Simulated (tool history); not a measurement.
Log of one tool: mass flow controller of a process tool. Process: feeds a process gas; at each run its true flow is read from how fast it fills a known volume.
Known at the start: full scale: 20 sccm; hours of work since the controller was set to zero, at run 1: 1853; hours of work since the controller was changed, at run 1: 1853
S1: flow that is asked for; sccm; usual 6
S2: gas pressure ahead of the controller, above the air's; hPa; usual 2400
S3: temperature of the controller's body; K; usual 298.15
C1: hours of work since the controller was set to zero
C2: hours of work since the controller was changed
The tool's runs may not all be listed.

Run 1, day 0: usual settings; C1 1853; C2 1853. Result: true flow (%) 97.69.
Run 2, day 13.825: usual settings; C1 2026; C2 2026. Result: true flow (%) 97.6.
Run 3, day 26.892: usual settings; C1 2190; C2 2190. Result: true flow (%) 97.47.
Run 4, day 44.204: usual settings but S1 9 sccm; C1 2408; C2 2408. Result: true flow (%) 98.27.
Run 5, day 58.179: usual settings but S1 9 sccm; C1 2583; C2 2583. Result: true flow (%) 98.31.
Run 6, day 74.288: usual settings but S1 9 sccm; C1 2785; C2 2785. Result: true flow (%) 98.2.
Run 7, day 82.879: usual settings but S1 9 sccm, S3 299.15 K; C1 2893; C2 2893. Result: true flow (%) 98.03.
Run 8, day 99.996: usual settings; C1 3108; C2 3108. Result: true flow (%) 97.08.
Run 9, day 110.079: usual settings but S2 2710 hPa; C1 3235; C2 3235. Result: true flow (%) 97.05.
Run 10, day 127.075: usual settings but S3 300.15 K; C1 3448; C2 3448. Result: true flow (%) 96.72.
Run 11, day 143.529: usual settings but S3 300.15 K; C1 3655; C2 3655. Result: true flow (%) 96.7.
Run 12, day 160.417: usual settings but S3 300.15 K; C1 3867; C2 3867. Result: true flow (%) 96.51.
At day 173.617: controller's zero set anew.
Run 13, day 175.808: usual settings but S2 1490 hPa; C1 27; C2 4060. Result: true flow (%) 100.08.
Run 14, day 190.292: usual settings but S2 1490 hPa; C1 209; C2 4242. Result: true flow (%) 99.92.
Run 15, day 204.25: usual settings but S1 8 sccm, S2 2050 hPa, S3 295.15 K; C1 385; C2 4417. Result: true flow (%) 100.08.
Run 16, day 217.721: usual settings but S1 8 sccm, S2 2050 hPa, S3 295.15 K; C1 554; C2 4586. Result: true flow (%) 100.04.
Run 17, day 228.646: usual settings but S1 8 sccm, S2 2050 hPa, S3 295.15 K; C1 691; C2 4723. Result: true flow (%) 100.14.

Run 18 comes next. What will it give?
Run 18, day 238.758: usual settings but S1 8 sccm, S2 2050 hPa, S3 295.15 K; C1 818; C2 4850. Result: true flow (%) ?.

{"run 18": {"true flow (%)": 100.06}}
Without the tool's hidden state the same run would have given true flow (%) 99.12.
